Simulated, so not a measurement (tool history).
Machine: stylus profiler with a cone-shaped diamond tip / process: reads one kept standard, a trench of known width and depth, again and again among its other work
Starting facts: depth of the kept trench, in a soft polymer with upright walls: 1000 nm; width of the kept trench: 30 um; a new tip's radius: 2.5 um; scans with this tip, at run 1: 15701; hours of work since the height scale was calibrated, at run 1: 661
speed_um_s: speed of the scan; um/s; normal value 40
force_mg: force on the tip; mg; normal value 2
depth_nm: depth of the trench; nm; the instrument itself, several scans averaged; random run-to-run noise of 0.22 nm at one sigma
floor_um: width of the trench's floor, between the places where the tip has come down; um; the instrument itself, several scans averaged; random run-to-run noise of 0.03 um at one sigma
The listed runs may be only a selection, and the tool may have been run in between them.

| run | day | speed_um_s | force_mg | scans with this tip | hours of work since the height scale was calibrated | depth_nm | floor_um |
|---|---|---|---|---|---|---|---|
| 1 | 0 | 40 | 2 | 15701 | 661 | 1003.08 | 23.41 |
| 2 | 2.567 | 40 | 2 | 16009 | 707 | 1002.71 | 23.42 |
|  | 5.242 | new tip fitted, height scale calibrated |
| 3 | 7.592 | 40 | 2 | 281 | 42 | 1005.91 | 25.87 |
| 4 | 11.775 | 40 | 2 | 783 | 118 | 1005.56 | 25.79 |
| 5 | 14.575 | 40 | 2 | 1119 | 168 | 1005.23 | 25.62 |
| 6 | 18.654 | 40 | 2 | 1608 | 241 | 1004.77 | 25.53 |
| 7 | 23.092 | 40 | 2 | 2140 | 321 | 1004.35 | 25.5 |
| 8 | 27.933 | 40 | 2 | 2721 | 408 | 1004.53 | 25.35 |
| 9 | 30.7 | 40 | 2 | 3052 | 458 | 1003.71 | 25.32 |
| 10 | 34.921 | 40 | 3.32 | 3559 | 534 | 1006.04 | 25.26 |
| 11 | 39.829 | 40 | 3.32 | 4147 | 623 | 1005.05 | 25.14 |
| 12 | 42.492 | 40 | 3.32 | 4466 | 670 | 1005.57 | 25.08 |
| 13 | 46.258 | 40 | 3.32 | 4918 | 738 | 1005.11 | 24.97 |
| 14 | 48.312 | 40 | 3.32 | 5164 | 775 | 1005.17 | 24.99 |
| 15 | 52.2 | 40 | 3.32 | 5630 | 845 | 1005.3 | 24.96 |
| 16 | 54.45 | 29 | 2 | 5900 | 886 | 1001.39 | 24.92 |
| 17 | 58.338 | 40 | 0.79 | 6366 | 956 | 998.74 | 24.7 |
| 18 | 62.917 | 40 | 0.79 | 6915 | 1038 | 998.25 | 24.67 |
| 19 | 66.096 | 40 | 0.79 | 7296 | 1095 | 997.85 | 24.54 |
| 20 | 70.85 | 12 | 5.67 | 7866 | 1181 | 1007.17 | 24.6 |
| 21 | 74.867 | 36 | 1.05 | 8348 | 1253 | 997.65 | 24.43 |
| 22 | 78.2 | 121 | 4.02 | 8748 | 1313 | 1003.69 | 24.31 |
| 23 | 81.812 | 20 | 5.23 | 9180 | 1378 | 1004.91 | 24.43 |
| 24 | 86.35 | 20 | 5.23 | 9725 | 1460 | 1004.67 | 24.36 |
| 25 | 89.196 | 58 | 1.84 | 10066 | 1511 | 998.41 | 24.18 |
| 26 | 92.225 | 40 | 1.33 | 10429 | 1566 | 996.92 | 24.14 |
| 27 | 95.938 | 16 | 2.28 | 10874 | 1633 | 999.06 | 24.23 |
|  | 97.446 | height scale calibrated on a step standard |
| 28 | 98.517 | 33 | 3.4 | 11181 | 19 | 1009.06 | 24.12 |
| 29 | 102.95 | 33 | 5.56 | 11712 | 99 | 1012.36 | 24.06 |
| 30 | 106.133 | 33 | 5.56 | 12094 | 156 | 1011.71 | 23.99 |
| 31 | 111.062 | 33 | 4.63 | 12685 | 245 | 1010.19 | 23.94 |
| 32 | 115.238 | 11 | 2.08 | 13186 | 320 | 1005.19 | 23.87 |
| 33 | 118.438 | 11 | 2.08 | 13569 | 378 | 1004.97 | 23.85 |

Measured less the same run without the tool's hidden state. The same run-to-run variation is in both; the gauge's scatter may not be:
Hidden conditions of the tool in this case: radius of the tip, um; height scale over the true one, %; drift of the gauge itself on depth_nm, %; drift of the gauge itself on floor_um, %.
| run | depth_nm | floor_um |
|---|---|---|
| 1 | -3.32 | -2.45 |
| 2 | -3.56 | -2.49 |
| 3 | -0.41 | -0.06 |
| 4 | -0.78 | -0.15 |
| 5 | -1.01 | -0.22 |
| 6 | -1.35 | -0.31 |
| 7 | -1.7 | -0.4 |
| 8 | -2.16 | -0.5 |
| 9 | -2.4 | -0.57 |
| 10 | -2.79 | -0.66 |
| 11 | -3.23 | -0.75 |
| 12 | -3.45 | -0.8 |
| 13 | -3.79 | -0.88 |
| 14 | -3.95 | -0.92 |
| 15 | -4.31 | -0.99 |
| 16 | -4.5 | -1.04 |
| 17 | -4.85 | -1.11 |
| 18 | -5.24 | -1.19 |
| 19 | -5.5 | -1.26 |
| 20 | -5.97 | -1.34 |
| 21 | -6.28 | -1.41 |
| 22 | -6.62 | -1.46 |
| 23 | -6.96 | -1.52 |
| 24 | -7.41 | -1.6 |
| 25 | -7.59 | -1.65 |
| 26 | -7.88 | -1.7 |
| 27 | -8.25 | -1.76 |
| 28 | +0.06 | -1.8 |
| 29 | -0.33 | -1.88 |
| 30 | -0.62 | -1.93 |
| 31 | -1.04 | -2.01 |
| 32 | -1.43 | -2.07 |
| 33 | -1.74 | -2.13 |
